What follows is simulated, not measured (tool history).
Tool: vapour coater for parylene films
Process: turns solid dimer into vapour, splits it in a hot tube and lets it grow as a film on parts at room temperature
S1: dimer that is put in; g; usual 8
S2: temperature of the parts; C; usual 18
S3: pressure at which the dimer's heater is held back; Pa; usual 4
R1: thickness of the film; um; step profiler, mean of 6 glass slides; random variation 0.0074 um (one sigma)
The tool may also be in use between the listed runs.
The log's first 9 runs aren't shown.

run    hour  S1  S2    S3     R1
 10   399.2   8  18     4  1.138
 11   425.2   8  16     4  1.236
 12   457.1   8  16     4  1.245
 13   494.3   8  16     4  1.239
 14   537.1   8  16     4  1.251
 15   574.4   8  16     4  1.227
      577.9  -- table's thermometer calibrated
      626.5  -- trap's valve overhauled
 16   634.6   7  11  6.38  1.225
 17   671.6   5  15     4  0.832
 18   698.7   5  18     4  0.736
 19   739.8   5  18     4  0.739
 20   778.5  14  20  5.92  1.708
 21   805.5  12  12  4.35  2.198
 22   855.3   8  10     4  1.624
      878.8  -- table's thermometer calibrated, once more
 23   880.7   5  14   2.6  0.987
 24     938   5  22  9.27  0.514
 25   995.1   5  22  9.27  0.502
 26  1044.9   8  18     4   1.19
 27    1096   6  23  6.81  0.635
 28  1131.5   6  23  6.81  0.624
 29  1172.9  11  14  2.57   2.14
 30  1203.5   4  18     4  0.589

Forecast each of these 3 alternatives for the next run:
  A  1247.4   4  18  6.38   ?
  B  1247.4  10  15  2.54   ?
  C  1247.4   7  12     4   ?

run     R1
  A  0.519
  B  1.858
  C  1.308
Without the tool's hidden state the same runs would have given:
run     R1
  A  0.535
  B  1.917
  C   1.35
